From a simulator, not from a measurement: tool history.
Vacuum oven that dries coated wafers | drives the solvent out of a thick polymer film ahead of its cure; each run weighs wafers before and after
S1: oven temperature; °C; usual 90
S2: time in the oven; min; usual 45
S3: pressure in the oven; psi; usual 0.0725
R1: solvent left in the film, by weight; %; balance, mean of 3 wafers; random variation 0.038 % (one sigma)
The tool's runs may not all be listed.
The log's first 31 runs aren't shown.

run	day	S1	S2	S3	R1
32	35.038	90	46	0.0844	1.24
33	36.525	90	23	0.1276	4.05
34	37.604	99	23	0.0566	1.71
35	38.888	99	23	0.0566	1.80
36	39.962	95	40	0.0424	0.75
37	40.788	96	40	0.2856	1.80
38	42.258	96	40	0.2856	1.88
39	42.900	96	40	0.2856	1.82
40	43.792	91	42	0.0854	1.35

Forecast each of these 5 alternatives for the next run:
A	44.438	90	45	0.1375	?
B	44.438	97	22	0.2831	?
C	44.438	90	77	0.0725	?
D	44.438	90	71	0.0725	?
E	44.438	91	53	0.0624	?

run	R1
A	1.55
B	3.20
C	0.52
D	0.52
E	0.70
Without the tool's hidden state the same runs would have given:
run	R1
A	1.55
B	3.20
C	0.52
D	0.51
E	0.70

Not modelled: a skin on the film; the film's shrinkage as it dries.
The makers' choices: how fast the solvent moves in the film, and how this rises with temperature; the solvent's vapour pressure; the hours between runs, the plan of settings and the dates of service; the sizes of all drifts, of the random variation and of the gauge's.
